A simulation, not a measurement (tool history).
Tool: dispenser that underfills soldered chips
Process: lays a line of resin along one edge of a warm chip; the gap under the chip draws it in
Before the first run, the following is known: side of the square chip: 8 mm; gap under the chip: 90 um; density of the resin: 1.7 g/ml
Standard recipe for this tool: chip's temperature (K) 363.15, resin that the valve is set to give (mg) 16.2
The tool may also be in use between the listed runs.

run	hour	chip's temperature (K)	resin that the valve is set to give (mg)	time until the resin shows at the far edge (s)	resin that the valve gave (mg)
1	0.0	363.15	16.2	32.6	15.41
2	2.5	363.15	16.2	36.1	15.32
3	6.0	363.15	14.5	44.1	13.75
4	8.9	363.15	14.5	49.6	13.75
# hour 10.2: new syringe of resin
5	11.6	363.15	14.5	30.2	13.93
6	13.5	363.15	14.5	32.9	13.73
7	15.6	363.15	14.5	36.6	13.75
8	19.1	373.15	16.2	28.8	15.32
9	21.8	373.15	16.2	32.5	15.17
# hour 23.8: new syringe of resin
10	26.7	373.15	16.2	21.4	15.30
11	29.3	366.15	16.2	31.7	15.06
12	32.0	366.15	16.2	35.9	15.23
13	34.9	351.15	17.6	77.4	16.51
# hour 37.4: new syringe of resin
14	37.7	349.15	17.9	52.4	16.71
15	39.7	363.15	18.8	31.1	17.57
16	41.7	363.15	18.8	34.0	17.41
17	45.9	364.15	15.2	40.6	14.10
18	50.3	354.15	16.2	76.4	15.06
# hour 51.1: new syringe of resin
19	53.6	365.15	20.7	28.4	19.17
20	56.3	350.15	15.3	62.5	14.09
21	60.7	363.15	14.8	43.5	13.56

How would selected steps in time until the resin shows at the far edge (s) from run to run divide? Give the signed amount a tool lacking its hidden state would still show from settings, what came in and random variation, and the signed amount left for the hidden state, including any gauge scatter that is not in both of the compared results.
The tool's hidden condition here consists of: resin's viscosity, % of fresh resin's; dose that the valve gives, % of what is set; true chip temperature over the reading, C; drift of the gauge itself on fill_s, %; drift of the gauge itself on given_mg, %.
Run 12 -> 13: chip's temperature (K) 366.15 -> 351.15, resin that the valve is set to give (mg) 16.2 -> 17.6. time until the resin shows at the far edge (s) +41.5: hidden state +20.8, all else +20.7.
Run 13 -> 14: chip's temperature (K) 351.15 -> 349.15, resin that the valve is set to give (mg) 17.6 -> 17.9, new syringe of resin. time until the resin shows at the far edge (s) -25.0: hidden state -30.7, all else +5.7.
Run 18 -> 19: chip's temperature (K) 354.15 -> 365.15, resin that the valve is set to give (mg) 16.2 -> 20.7, new syringe of resin. time until the resin shows at the far edge (s) -48.0: hidden state -32.7, all else -15.3.

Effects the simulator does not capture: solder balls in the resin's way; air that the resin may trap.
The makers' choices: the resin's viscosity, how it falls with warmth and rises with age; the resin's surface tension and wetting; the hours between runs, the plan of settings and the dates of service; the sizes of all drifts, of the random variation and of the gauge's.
